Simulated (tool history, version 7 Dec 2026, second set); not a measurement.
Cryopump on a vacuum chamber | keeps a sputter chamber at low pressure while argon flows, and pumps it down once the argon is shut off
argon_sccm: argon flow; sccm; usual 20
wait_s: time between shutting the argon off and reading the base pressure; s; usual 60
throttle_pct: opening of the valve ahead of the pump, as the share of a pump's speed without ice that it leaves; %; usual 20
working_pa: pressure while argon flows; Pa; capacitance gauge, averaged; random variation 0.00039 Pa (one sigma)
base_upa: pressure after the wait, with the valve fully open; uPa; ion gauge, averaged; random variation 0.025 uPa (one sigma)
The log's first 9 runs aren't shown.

run,hour,argon_sccm,wait_s,throttle_pct,hours of work since the pump was warmed up and emptied,hours of work since the cold head was overhauled,hours of work since the chamber's fittings were tightened,working_pa,base_upa
10,249.8,20,60,58,488,488,126,0.0252,1.13
11,274.1,20,60,58,507,507,144,0.0258,1.18
12,311.8,20,60,58,535,535,173,0.0258,1.11
13,342.4,20,60,58,558,558,196,0.0258,1.21
14,361,20,60,58,572,572,210,0.0258,1.17
15,395.5,13,60,20,599,599,236,0.0459,1.2
16,428.4,20,53,20,623,623,261,0.0706,1.35
17,467.2,9,60,20,653,653,290,0.0324,1.33
18,497.3,19,69,19,676,676,313,0.0717,1.17
19,532.9,19,69,19,703,703,340,0.0714,1.15
20,551.8,14,36,27,717,717,354,0.0375,1.87
21,583.9,14,36,47,741,741,379,0.0225,1.95
22,607,14,36,47,759,759,396,0.0227,1.93
23,630.8,23,60,28,777,777,414,0.0597,1.41
24,653.2,14,297,19,794,794,431,0.0526,0.7
25,690.1,14,297,19,821,821,459,0.0526,0.74
26,723.8,14,297,19,847,847,484,0.053,0.77
27,753.2,14,297,19,869,869,507,0.053,0.83
28,788.4,14,297,19,896,896,533,0.0535,0.82
29,810,10,239,29,912,912,550,0.026,0.85
30,846.4,10,239,29,940,940,577,0.0257,0.95
31,883.9,10,118,23,968,968,606,0.0322,1.15
32,901.4,31,72,20,981,981,619,0.1135,1.42
33,930.6,31,31,20,1003,1003,641,0.1134,2.47
34,952.5,20,60,26,1020,1020,657,0.0574,1.64

3 ways to go on from here, each from the tool as it stands after run 34. What would each give?
A,969.6,20,111,26,1033,1033,670,?,?
B,969.6,23,60,26,1033,1033,670,?,?
C,969.6,20,81,20,1033,1033,670,?,?

run,working_pa,base_upa
A,0.0578,1.22
B,0.0664,1.59
C,0.0742,1.48
Without the tool's hidden state the same runs would have given:
run,working_pa,base_upa
A,0.0526,0.54
B,0.0604,0.94
C,0.069,0.8
